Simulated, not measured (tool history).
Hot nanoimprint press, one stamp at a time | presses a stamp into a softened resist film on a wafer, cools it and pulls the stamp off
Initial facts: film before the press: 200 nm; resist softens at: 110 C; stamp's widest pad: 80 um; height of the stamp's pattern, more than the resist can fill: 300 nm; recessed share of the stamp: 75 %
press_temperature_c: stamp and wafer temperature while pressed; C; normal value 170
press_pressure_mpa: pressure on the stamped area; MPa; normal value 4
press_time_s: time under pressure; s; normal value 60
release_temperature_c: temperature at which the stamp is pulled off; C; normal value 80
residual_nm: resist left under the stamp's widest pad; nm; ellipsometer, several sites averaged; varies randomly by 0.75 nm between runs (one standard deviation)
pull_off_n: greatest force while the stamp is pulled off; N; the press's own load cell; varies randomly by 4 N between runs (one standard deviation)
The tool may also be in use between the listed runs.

{"run": 1, "hour": 0.0, "press_temperature_c": 170, "press_pressure_mpa": 4, "press_time_s": 60, "release_temperature_c": 80, "residual_nm": 90.3, "pull_off_n": 231}
{"run": 2, "hour": 51.6, "press_temperature_c": 170, "press_pressure_mpa": 3.7, "press_time_s": 60, "release_temperature_c": 80, "residual_nm": 92.3, "pull_off_n": 239}
{"hour": 73.9, "done": "stamp cleaned and given a new release coat"}
{"run": 3, "hour": 115.5, "press_temperature_c": 170, "press_pressure_mpa": 4, "press_time_s": 60, "release_temperature_c": 80, "residual_nm": 88.9, "pull_off_n": 196}
{"run": 4, "hour": 162.5, "press_temperature_c": 170, "press_pressure_mpa": 4, "press_time_s": 60, "release_temperature_c": 80, "residual_nm": 88.2, "pull_off_n": 207}
{"run": 5, "hour": 237.7, "press_temperature_c": 170, "press_pressure_mpa": 4, "press_time_s": 60, "release_temperature_c": 80, "residual_nm": 86.8, "pull_off_n": 217}
{"run": 6, "hour": 289.7, "press_temperature_c": 170, "press_pressure_mpa": 4, "press_time_s": 60, "release_temperature_c": 80, "residual_nm": 86.7, "pull_off_n": 226}
{"run": 7, "hour": 375.9, "press_temperature_c": 170, "press_pressure_mpa": 4, "press_time_s": 60, "release_temperature_c": 80, "residual_nm": 85.1, "pull_off_n": 230}
{"hour": 388.5, "done": "stamp cleaned and given a new release coat"}
{"hour": 418.1, "done": "press's hydraulic seals changed and the load cell set to zero"}
{"hour": 454.4, "done": "plate thermocouple calibrated"}
{"run": 8, "hour": 469.2, "press_temperature_c": 170, "press_pressure_mpa": 4, "press_time_s": 60, "release_temperature_c": 80, "residual_nm": 79, "pull_off_n": 202}
{"run": 9, "hour": 510.8, "press_temperature_c": 170, "press_pressure_mpa": 4, "press_time_s": 60, "release_temperature_c": 80, "residual_nm": 78.5, "pull_off_n": 207}
{"run": 10, "hour": 597.3, "press_temperature_c": 170, "press_pressure_mpa": 4.92, "press_time_s": 60, "release_temperature_c": 80, "residual_nm": 70.1, "pull_off_n": 217}
{"run": 11, "hour": 673.1, "press_temperature_c": 170, "press_pressure_mpa": 4, "press_time_s": 60, "release_temperature_c": 81, "residual_nm": 75.6, "pull_off_n": 226}
{"hour": 715.9, "done": "stamp cleaned and given a new release coat"}
{"run": 12, "hour": 729.5, "press_temperature_c": 170, "press_pressure_mpa": 4, "press_time_s": 60, "release_temperature_c": 81, "residual_nm": 75.1, "pull_off_n": 191}
{"run": 13, "hour": 783.2, "press_temperature_c": 170, "press_pressure_mpa": 4, "press_time_s": 114, "release_temperature_c": 68, "residual_nm": 55.9, "pull_off_n": 216}
{"hour": 815.7, "done": "plate thermocouple calibrated, once more"}
{"run": 14, "hour": 843.8, "press_temperature_c": 170, "press_pressure_mpa": 4, "press_time_s": 114, "release_temperature_c": 68, "residual_nm": 69.6, "pull_off_n": 235}
{"run": 15, "hour": 892.9, "press_temperature_c": 170, "press_pressure_mpa": 4.97, "press_time_s": 60, "release_temperature_c": 85, "residual_nm": 83.6, "pull_off_n": 212}
{"run": 16, "hour": 942.8, "press_temperature_c": 170, "press_pressure_mpa": 4.97, "press_time_s": 60, "release_temperature_c": 85, "residual_nm": 82.4, "pull_off_n": 214}
{"run": 17, "hour": 979.8, "press_temperature_c": 181, "press_pressure_mpa": 4, "press_time_s": 41, "release_temperature_c": 70, "residual_nm": 58.1, "pull_off_n": 253}
{"hour": 1035.0, "done": "stamp cleaned and given a new release coat"}
{"run": 18, "hour": 1035.0, "press_temperature_c": 177, "press_pressure_mpa": 4, "press_time_s": 60, "release_temperature_c": 67, "residual_nm": 61.4, "pull_off_n": 204}
{"run": 19, "hour": 1073.3, "press_temperature_c": 170, "press_pressure_mpa": 4.67, "press_time_s": 60, "release_temperature_c": 79, "residual_nm": 83.4, "pull_off_n": 201}
{"run": 20, "hour": 1120.8, "press_temperature_c": 160, "press_pressure_mpa": 4.67, "press_time_s": 77, "release_temperature_c": 79, "residual_nm": 124.5, "pull_off_n": 203}
{"run": 21, "hour": 1191.0, "press_temperature_c": 160, "press_pressure_mpa": 4.67, "press_time_s": 77, "release_temperature_c": 79, "residual_nm": 125.1, "pull_off_n": 218}
{"run": 22, "hour": 1276.2, "press_temperature_c": 160, "press_pressure_mpa": 5.65, "press_time_s": 77, "release_temperature_c": 79, "residual_nm": 114.9, "pull_off_n": 220}

Branching from run 22: 3 alternative next runs. What would each branch give?
{"run": "A", "hour": 1324.8, "press_temperature_c": 182, "press_pressure_mpa": 5.65, "press_time_s": 77, "release_temperature_c": 79, "residual_nm": "?", "pull_off_n": "?"}
{"run": "B", "hour": 1324.8, "press_temperature_c": 160, "press_pressure_mpa": 5.65, "press_time_s": 113, "release_temperature_c": 79, "residual_nm": "?", "pull_off_n": "?"}
{"run": "C", "hour": 1324.8, "press_temperature_c": 159, "press_pressure_mpa": 4.19, "press_time_s": 60, "release_temperature_c": 73, "residual_nm": "?", "pull_off_n": "?"}

run=A residual_nm=34 pull_off_n=233
run=B residual_nm=100.6 pull_off_n=234
run=C residual_nm=141.9 pull_off_n=251
Had the tool no hidden state, the same runs would have come out as:
run=A residual_nm=36.9 pull_off_n=192
run=B residual_nm=110 pull_off_n=192
run=C residual_nm=150.6 pull_off_n=206

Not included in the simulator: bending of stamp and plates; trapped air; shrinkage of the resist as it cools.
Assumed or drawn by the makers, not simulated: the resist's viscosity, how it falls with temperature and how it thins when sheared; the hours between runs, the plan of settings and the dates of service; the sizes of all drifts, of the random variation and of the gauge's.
